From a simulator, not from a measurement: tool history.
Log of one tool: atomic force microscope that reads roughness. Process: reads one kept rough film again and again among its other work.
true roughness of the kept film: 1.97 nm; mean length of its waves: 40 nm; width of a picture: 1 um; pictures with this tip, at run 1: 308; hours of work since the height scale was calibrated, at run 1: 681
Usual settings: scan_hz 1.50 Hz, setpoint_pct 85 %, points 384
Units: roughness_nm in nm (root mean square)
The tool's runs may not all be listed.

run     day  scan_hz  setpoint_pct  points  pictures with this tip  hours of work since the height scale was calibrated  roughness_nm
  1   0.000     1.50            85     384                     308                                                  681         1.481
  2   0.512     1.50            85     384                     334                                                  690         1.488
      1.150  -- new tip fitted
  3   1.150     1.50            85     384                       0                                                  701         1.595
  4   1.696     1.50            61     384                      28                                                  711         1.779
  5   2.512     1.50            70     384                      69                                                  725         1.715
  6   3.296     1.50            85     384                     110                                                  739         1.561
  7   4.021     1.50            85     384                     146                                                  752         1.555
  8   4.750     2.27            85     384                     184                                                  766         1.432
  9   5.312     1.50            87     384                     213                                                  776         1.506
 10   6.038     1.50            87     384                     250                                                  789         1.491
 11   7.008     1.50            87     384                     299                                                  806         1.494
 12   7.817     1.50            87     384                     341                                                  821         1.472
      8.350  -- new tip fitted
 13   8.471     1.50            87     384                       6                                                  832         1.561
 14   9.254     1.50            87     384                      46                                                  846         1.547
 15   9.788     1.50            87     384                      74                                                  856         1.544
 16  10.633     1.50            87     384                     117                                                  871         1.534
 17  11.442     1.50            58     384                     158                                                  885         1.742
 18  12.367     1.50            58     458                     205                                                  902         1.743
 19  12.775     1.50            85     384                     227                                                  909         1.528
 20  13.171     1.50            85     384                     247                                                  916         1.517
 21  13.942     1.50            85     384                     286                                                  930         1.504
 22  14.483     1.50            60     384                     314                                                  940         1.695
 23  14.904     1.50            64     384                     335                                                  948         1.658
     15.504  -- new tip fitted
 24  15.504     1.50            85     384                       0                                                  958         1.575
 25  16.262     1.50            85     384                      39                                                  972         1.571
 26  16.729     1.50            85     384                      63                                                  980         1.567
 27  17.608     0.74            84     384                     108                                                  996         1.699
     17.738  -- height scale calibrated on a step standard
 28  18.600     0.74            84     384                     156                                                   16         1.655
 29  19.496     0.74            84     384                     202                                                   32         1.648
 30  20.071     0.74            84     384                     232                                                   42         1.646
     20.246  -- height scale calibrated on a step standard, once more
 31  20.554     0.74            84     384                     254                                                    6         1.672
 32  21.062     0.74            69     384                     280                                                   15         1.729
 33  21.692     0.86            60     882                     312                                                   26         1.746
 34  22.521     0.90            59     266                     355                                                   41         1.728
     22.796  -- new tip fitted
 35  23.354     0.90            59     266                      28                                                   56         1.834
 36  23.892     0.90            59     266                      56                                                   65         1.814
 37  24.675     1.01            58     422                      96                                                   79         1.817
 38  25.388     1.50            56     401                     132                                                   92         1.785
 39  26.179     0.60            85     516                     173                                                  106         1.721
 40  26.746     0.60            56     840                     202                                                  116         1.822
 41  27.133     1.50            60     384                     222                                                  123         1.745
 42  27.983     2.16            74     384                     265                                                  139         1.567
 43  28.692     2.16            74     384                     302                                                  151         1.570
 44  29.221     2.16            61     596                     328                                                  161         1.692
     29.983  -- new tip fitted
 45  30.025     0.89            75     596                       2                                                  175         1.786
 46  30.825     0.67            75     596                      43                                                  189         1.793
 47  31.258     0.55            60     359                      65                                                  197         1.855
 48  31.900     2.37            74     268                      97                                                  209         1.598
 49  32.762     2.37            74     268                     142                                                  224         1.591
 50  33.262     2.29            61     450                     167                                                  233         1.714
 51  33.854     1.18            83     284                     198                                                  244         1.600
 52  34.367     1.18            83     284                     224                                                  253         1.602

Forecast each of these 5 alternatives for the next run:
  A  34.942     0.67            83     366                     253                                                  263             ?
  B  34.942     1.02            68     262                     253                                                  263             ?
  C  34.942     1.11            85     384                     253                                                  263             ?
  D  34.942     1.72            85     384                     253                                                  263             ?
  E  34.942     2.62            85     819                     253                                                  263             ?

run  roughness_nm
  A         1.690
  B         1.710
  C         1.593
  D         1.497
  E         1.385
Without the tool's hidden state the same runs would have given:
run  roughness_nm
  A         1.774
  B         1.796
  C         1.672
  D         1.571
  E         1.454
